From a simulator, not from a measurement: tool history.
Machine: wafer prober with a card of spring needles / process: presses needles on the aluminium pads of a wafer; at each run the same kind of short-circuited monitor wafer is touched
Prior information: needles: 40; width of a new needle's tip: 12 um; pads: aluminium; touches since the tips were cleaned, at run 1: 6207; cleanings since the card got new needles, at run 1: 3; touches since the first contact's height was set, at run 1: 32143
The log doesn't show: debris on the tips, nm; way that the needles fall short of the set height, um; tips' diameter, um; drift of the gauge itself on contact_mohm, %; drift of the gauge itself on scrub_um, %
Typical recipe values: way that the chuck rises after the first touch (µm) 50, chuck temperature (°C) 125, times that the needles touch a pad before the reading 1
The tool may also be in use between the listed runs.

run	hour	way that the chuck rises after the first touch (µm)	chuck temperature (°C)	times that the needles touch a pad before the reading	touches since the tips were cleaned	cleanings since the card got new needles	touches since the first contact's height was set	resistance of one needle with its contact and lead (mohm)	way that a needle slides on the pad (µm)
1	0.0	50	125	1	6207	3	32143	290	9.240
# hour 2.9: tips cleaned on abrasive film
2	9.2	50	125	1	2586	4	35909	274	9.228
# hour 20.7: tips cleaned on abrasive film
3	20.8	50	125	2	39	5	40683	250	9.221
# hour 38.1: tips cleaned on abrasive film
4	38.6	50	125	2	241	6	48052	252	9.210
# hour 55.4: tips cleaned on abrasive film
5	57.0	50	125	2	674	7	55646	255	9.194
# hour 73.3: tips cleaned on abrasive film
6	75.5	50	125	2	912	8	63291	260	9.192
7	87.9	50	125	2	6035	8	68414	275	9.178
# hour 90.7: tips cleaned on abrasive film
8	98.3	50	125	2	3128	9	72680	267	9.174
# hour 108.6: tips cleaned on abrasive film
9	113.8	44	97	1	2158	10	79098	279	8.058
10	125.5	50	71	2	6994	10	83934	258	9.157
# hour 126.9: tips cleaned on abrasive film
11	142.8	50	71	1	6604	11	91089	282	9.167
# hour 144.3: tips cleaned on abrasive film
# hour 149.6: height of the first contact set anew
12	161.1	50	71	1	6862	12	4798	278	9.256

The logged runs with the hidden state left out (each run's random variation unchanged):
run	resistance of one needle with its contact and lead (mohm)	way that a needle slides on the pad (µm)
1	249	9.272
2	245	9.270
3	248	9.274
4	247	9.271
5	246	9.265
6	249	9.272
7	249	9.258
8	246	9.263
9	243	8.156
10	230	9.254
11	235	9.272
12	231	9.256
